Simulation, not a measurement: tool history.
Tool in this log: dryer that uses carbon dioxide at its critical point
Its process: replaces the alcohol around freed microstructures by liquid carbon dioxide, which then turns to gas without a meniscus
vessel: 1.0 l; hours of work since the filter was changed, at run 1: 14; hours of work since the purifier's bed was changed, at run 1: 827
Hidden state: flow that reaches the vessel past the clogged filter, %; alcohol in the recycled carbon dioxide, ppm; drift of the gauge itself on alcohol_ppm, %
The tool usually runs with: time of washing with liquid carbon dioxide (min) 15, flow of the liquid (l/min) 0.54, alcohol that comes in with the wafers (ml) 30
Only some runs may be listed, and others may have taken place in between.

| run | hour | time of washing with liquid carbon dioxide (min) | flow of the liquid (l/min) | alcohol that comes in with the wafers (ml) | hours of work since the filter was changed | hours of work since the purifier's bed was changed | alcohol left in the vessel before it's heated (ppm by volume) |
|---|---|---|---|---|---|---|---|
| 1 | 0 | 15 | 0.54 | 30 | 14 | 827 | 68 |
| 2 | 53.1 | 15 | 0.64 | 30 | 37 | 850 | 73 |
| 3 | 90.4 | 14 | 0.54 | 30 | 53 | 866 | 88 |
| 4 | 118.4 | 14 | 0.54 | 30 | 65 | 878 | 94 |
| 5 | 148.1 | 14 | 0.54 | 30 | 78 | 891 | 84 |
| 6 | 171.3 | 14 | 0.54 | 30 | 88 | 901 | 90 |
| 7 | 221.8 | 14 | 0.54 | 30 | 110 | 923 | 101 |
| 8 | 251.4 | 15 | 0.54 | 30 | 123 | 936 | 84 |
| 9 | 302 | 15 | 0.418 | 30 | 144 | 958 | 192 |
| 10 | 336 | 15 | 0.54 | 90 | 159 | 972 | 138 |
| 11 | 379.9 | 15 | 0.54 | 90 | 178 | 991 | 141 |
| 12 | 407.9 | 15 | 0.54 | 30 | 190 | 1003 | 93 |
| 13 | 461.3 | 15 | 0.54 | 30 | 213 | 1026 | 91 |
| 14 | 516 | 15 | 0.54 | 51 | 236 | 1050 | 129 |
| 15 | 544.9 | 17 | 0.54 | 30 | 249 | 1062 | 80 |
| 16 | 595.7 | 11 | 0.54 | 30 | 271 | 1084 | 246 |
| 17 | 622.9 | 11 | 0.54 | 30 | 282 | 1096 | 263 |
| 18 | 663.4 | 15 | 0.54 | 30 | 300 | 1113 | 113 |
| 19 | 699.5 | 15 | 0.54 | 30 | 316 | 1129 | 113 |
| 20 | 754.2 | 15 | 0.54 | 30 | 339 | 1152 | 110 |
| 21 | 807.2 | 15 | 0.54 | 30 | 362 | 1175 | 120 |
| 22 | 856.9 | 15 | 0.54 | 30 | 383 | 1197 | 118 |
| 23 | 910.3 | 15 | 0.54 | 30 | 406 | 1219 | 123 |
| 24 | 944.1 | 15 | 0.54 | 30 | 421 | 1234 | 127 |
| 25 | 986.1 | 10 | 0.729 | 65 | 439 | 1252 | 240 |
| 26 | 1018.7 | 10 | 0.729 | 65 | 453 | 1266 | 264 |
| 27 | 1074.9 | 12 | 0.351 | 28 | 477 | 1290 | 1158 |
| 28 | 1105.6 | 17 | 0.341 | 91 | 490 | 1304 | 1167 |
| 29 | 1162.1 | 17 | 0.341 | 91 | 515 | 1328 | 1192 |
|  | 1215.6 | inlet filter changed |
| 30 | 1216.5 | 15 | 0.54 | 62 | 0 | 1351 | 130 |
| 31 | 1253.1 | 15 | 0.54 | 62 | 16 | 1367 | 126 |
|  | 1289.5 | purifier's bed changed |
| 32 | 1299.7 | 14 | 0.54 | 30 | 35 | 4 | 35 |
| 33 | 1338.9 | 23 | 0.54 | 51 | 52 | 21 | 0 |
| 34 | 1373.4 | 23 | 0.54 | 51 | 67 | 36 | 13 |
| 35 | 1425.9 | 23 | 0.624 | 51 | 89 | 59 | 4 |
| 36 | 1469.2 | 23 | 0.624 | 51 | 108 | 77 | 10 |
| 37 | 1499 | 23 | 0.624 | 51 | 121 | 90 | 15 |
| 38 | 1540.6 | 11 | 0.546 | 30 | 139 | 108 | 152 |
| 39 | 1573.1 | 19 | 0.637 | 91 | 153 | 122 | 14 |
| 40 | 1615.8 | 20 | 0.332 | 91 | 171 | 141 | 315 |
| 41 | 1658.6 | 20 | 0.798 | 91 | 189 | 159 | 15 |
| 42 | 1706.4 | 15 | 0.349 | 30 | 210 | 180 | 364 |
| 43 | 1751.1 | 20 | 0.863 | 30 | 229 | 199 | 23 |
| 44 | 1799.3 | 20 | 0.863 | 30 | 250 | 220 | 18 |
| 45 | 1822.8 | 15 | 0.453 | 30 | 260 | 230 | 117 |
| 46 | 1865.1 | 15 | 0.453 | 30 | 278 | 248 | 118 |
| 47 | 1915.5 | 15 | 0.453 | 30 | 300 | 270 | 124 |
| 48 | 1971.6 | 12 | 0.804 | 32 | 324 | 294 | 32 |

Each row is a separate what-if for the run after 48, all from the same tool condition, not one after another. Results?
| A | 2025.2 | 16 | 0.345 | 32 | 347 | 317 | ? |
| B | 2025.2 | 10 | 0.409 | 50 | 347 | 317 | ? |
| C | 2025.2 | 16 | 0.54 | 30 | 347 | 317 | ? |

| run | alcohol left in the vessel before it's heated (ppm by volume) |
|---|---|
| A | 394 |
| B | 1749 |
| C | 55 |
The same runs, with their run-to-run variation unchanged, on a tool lacking any hidden condition would have given:
| run | alcohol left in the vessel before it's heated (ppm by volume) |
|---|---|
| A | 220 |
| B | 1149 |
| C | 21 |

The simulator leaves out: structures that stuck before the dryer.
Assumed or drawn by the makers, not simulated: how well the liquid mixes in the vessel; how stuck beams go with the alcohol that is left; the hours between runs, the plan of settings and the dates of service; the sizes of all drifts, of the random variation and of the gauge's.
